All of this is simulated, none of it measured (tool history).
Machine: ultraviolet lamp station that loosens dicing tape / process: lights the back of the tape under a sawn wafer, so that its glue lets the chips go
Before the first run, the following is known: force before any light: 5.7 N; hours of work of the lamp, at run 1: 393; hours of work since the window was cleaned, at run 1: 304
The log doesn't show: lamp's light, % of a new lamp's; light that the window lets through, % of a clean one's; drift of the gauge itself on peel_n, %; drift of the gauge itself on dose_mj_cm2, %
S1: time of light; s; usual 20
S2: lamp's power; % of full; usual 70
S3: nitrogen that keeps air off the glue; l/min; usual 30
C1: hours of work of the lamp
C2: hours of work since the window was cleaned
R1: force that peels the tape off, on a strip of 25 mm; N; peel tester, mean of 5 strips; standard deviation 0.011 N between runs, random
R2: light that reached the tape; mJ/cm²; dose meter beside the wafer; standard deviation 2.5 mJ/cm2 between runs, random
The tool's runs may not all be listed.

{"run": 1, "hour": 0.0, "S1": 20, "S2": 70, "S3": 30, "C1": 393, "C2": 304, "R1": 0.488, "R2": 298}
{"hour": 10.9, "done": "window cleaned of glue's vapour"}
{"run": 2, "hour": 18.2, "S1": 20, "S2": 70, "S3": 10, "C1": 407, "C2": 6, "R1": 0.838, "R2": 300}
{"run": 3, "hour": 28.6, "S1": 20, "S2": 70, "S3": 30, "C1": 415, "C2": 14, "R1": 0.482, "R2": 298}
{"run": 4, "hour": 41.2, "S1": 20, "S2": 64, "S3": 30, "C1": 425, "C2": 24, "R1": 0.586, "R2": 273}
{"run": 5, "hour": 53.0, "S1": 12, "S2": 70, "S3": 30, "C1": 434, "C2": 33, "R1": 1.254, "R2": 181}
{"run": 6, "hour": 67.3, "S1": 12, "S2": 70, "S3": 30, "C1": 445, "C2": 44, "R1": 1.238, "R2": 180}
{"run": 7, "hour": 79.0, "S1": 12, "S2": 70, "S3": 30, "C1": 454, "C2": 53, "R1": 1.211, "R2": 180}
{"run": 8, "hour": 87.3, "S1": 12, "S2": 70, "S3": 30, "C1": 461, "C2": 59, "R1": 1.283, "R2": 177}
{"run": 9, "hour": 98.2, "S1": 20, "S2": 70, "S3": 56, "C1": 469, "C2": 68, "R1": 0.38, "R2": 300}
{"run": 10, "hour": 116.9, "S1": 14, "S2": 70, "S3": 30, "C1": 484, "C2": 82, "R1": 0.945, "R2": 209}
{"run": 11, "hour": 134.1, "S1": 14, "S2": 70, "S3": 30, "C1": 497, "C2": 96, "R1": 0.98, "R2": 210}
{"run": 12, "hour": 143.9, "S1": 14, "S2": 70, "S3": 30, "C1": 505, "C2": 103, "R1": 0.982, "R2": 206}
{"run": 13, "hour": 158.1, "S1": 14, "S2": 70, "S3": 30, "C1": 516, "C2": 114, "R1": 0.956, "R2": 210}
{"run": 14, "hour": 170.8, "S1": 14, "S2": 70, "S3": 30, "C1": 525, "C2": 124, "R1": 0.959, "R2": 209}
{"run": 15, "hour": 186.6, "S1": 14, "S2": 70, "S3": 30, "C1": 538, "C2": 136, "R1": 0.958, "R2": 207}
{"run": 16, "hour": 200.4, "S1": 20, "S2": 70, "S3": 56, "C1": 548, "C2": 147, "R1": 0.392, "R2": 295}
{"run": 17, "hour": 218.2, "S1": 20, "S2": 70, "S3": 56, "C1": 562, "C2": 161, "R1": 0.364, "R2": 295}
{"run": 18, "hour": 227.4, "S1": 20, "S2": 70, "S3": 30, "C1": 569, "C2": 168, "R1": 0.483, "R2": 299}
{"run": 19, "hour": 236.4, "S1": 20, "S2": 70, "S3": 30, "C1": 576, "C2": 175, "R1": 0.492, "R2": 300}
{"run": 20, "hour": 253.4, "S1": 20, "S2": 70, "S3": 13, "C1": 590, "C2": 188, "R1": 0.738, "R2": 297}
{"run": 21, "hour": 265.5, "S1": 20, "S2": 70, "S3": 13, "C1": 599, "C2": 198, "R1": 0.749, "R2": 294}
{"run": 22, "hour": 282.5, "S1": 20, "S2": 70, "S3": 13, "C1": 612, "C2": 211, "R1": 0.752, "R2": 300}
{"run": 23, "hour": 293.5, "S1": 20, "S2": 86, "S3": 30, "C1": 621, "C2": 219, "R1": 0.317, "R2": 364}
{"run": 24, "hour": 305.4, "S1": 19, "S2": 62, "S3": 30, "C1": 630, "C2": 228, "R1": 0.677, "R2": 249}
{"run": 25, "hour": 318.9, "S1": 11, "S2": 77, "S3": 32, "C1": 640, "C2": 239, "R1": 1.199, "R2": 181}
{"run": 26, "hour": 328.6, "S1": 20, "S2": 94, "S3": 33, "C1": 648, "C2": 246, "R1": 0.251, "R2": 401}
{"run": 27, "hour": 343.7, "S1": 20, "S2": 67, "S3": 30, "C1": 660, "C2": 258, "R1": 0.531, "R2": 286}
{"run": 28, "hour": 352.0, "S1": 20, "S2": 82, "S3": 15, "C1": 666, "C2": 265, "R1": 0.514, "R2": 350}
{"run": 29, "hour": 362.4, "S1": 20, "S2": 82, "S3": 15, "C1": 674, "C2": 273, "R1": 0.505, "R2": 347}
{"run": 30, "hour": 379.2, "S1": 21, "S2": 69, "S3": 31, "C1": 687, "C2": 286, "R1": 0.455, "R2": 305}
{"run": 31, "hour": 387.0, "S1": 20, "S2": 70, "S3": 30, "C1": 693, "C2": 292, "R1": 0.48, "R2": 296}
{"run": 32, "hour": 401.7, "S1": 20, "S2": 70, "S3": 30, "C1": 705, "C2": 303, "R1": 0.488, "R2": 298}
{"run": 33, "hour": 410.2, "S1": 16, "S2": 81, "S3": 16, "C1": 711, "C2": 310, "R1": 0.77, "R2": 270}
{"hour": 413.7, "done": "window cleaned of glue's vapour"}
{"run": 34, "hour": 428.2, "S1": 24, "S2": 87, "S3": 19, "C1": 725, "C2": 11, "R1": 0.277, "R2": 446}
{"run": 35, "hour": 441.9, "S1": 24, "S2": 87, "S3": 19, "C1": 735, "C2": 22, "R1": 0.255, "R2": 444}
{"run": 36, "hour": 452.3, "S1": 26, "S2": 79, "S3": 57, "C1": 743, "C2": 30, "R1": 0.184, "R2": 435}
{"run": 37, "hour": 461.7, "S1": 26, "S2": 79, "S3": 57, "C1": 751, "C2": 37, "R1": 0.17, "R2": 439}
{"run": 38, "hour": 472.8, "S1": 26, "S2": 79, "S3": 57, "C1": 759, "C2": 46, "R1": 0.162, "R2": 437}
{"run": 39, "hour": 483.2, "S1": 26, "S2": 79, "S3": 57, "C1": 767, "C2": 54, "R1": 0.173, "R2": 436}
{"run": 40, "hour": 500.6, "S1": 26, "S2": 79, "S3": 57, "C1": 781, "C2": 67, "R1": 0.182, "R2": 442}
{"run": 41, "hour": 512.0, "S1": 26, "S2": 79, "S3": 53, "C1": 790, "C2": 76, "R1": 0.166, "R2": 441}
{"run": 42, "hour": 521.5, "S1": 28, "S2": 62, "S3": 41, "C1": 797, "C2": 84, "R1": 0.265, "R2": 372}
{"run": 43, "hour": 530.0, "S1": 28, "S2": 62, "S3": 41, "C1": 804, "C2": 90, "R1": 0.259, "R2": 368}

Below are 4 alternative next runs, each starting from the tool's condition after run 43. Predict each:
{"run": "A", "hour": 542.5, "S1": 12, "S2": 70, "S3": 30, "C1": 813, "C2": 100, "R1": "?", "R2": "?"}
{"run": "B", "hour": 542.5, "S1": 10, "S2": 62, "S3": 41, "C1": 813, "C2": 100, "R1": "?", "R2": "?"}
{"run": "C", "hour": 542.5, "S1": 20, "S2": 70, "S3": 41, "C1": 813, "C2": 100, "R1": "?", "R2": "?"}
{"run": "D", "hour": 542.5, "S1": 26, "S2": 70, "S3": 30, "C1": 813, "C2": 100, "R1": "?", "R2": "?"}

run=A R1=1.261 R2=178
run=B R1=1.740 R2=128
run=C R1=0.436 R2=299
run=D R1=0.291 R2=385
The same runs, with their run-to-run variation unchanged, on a tool lacking any hidden condition would have given:
run=A R1=1.258 R2=179
run=B R1=1.737 R2=128
run=C R1=0.435 R2=300
run=D R1=0.290 R2=386

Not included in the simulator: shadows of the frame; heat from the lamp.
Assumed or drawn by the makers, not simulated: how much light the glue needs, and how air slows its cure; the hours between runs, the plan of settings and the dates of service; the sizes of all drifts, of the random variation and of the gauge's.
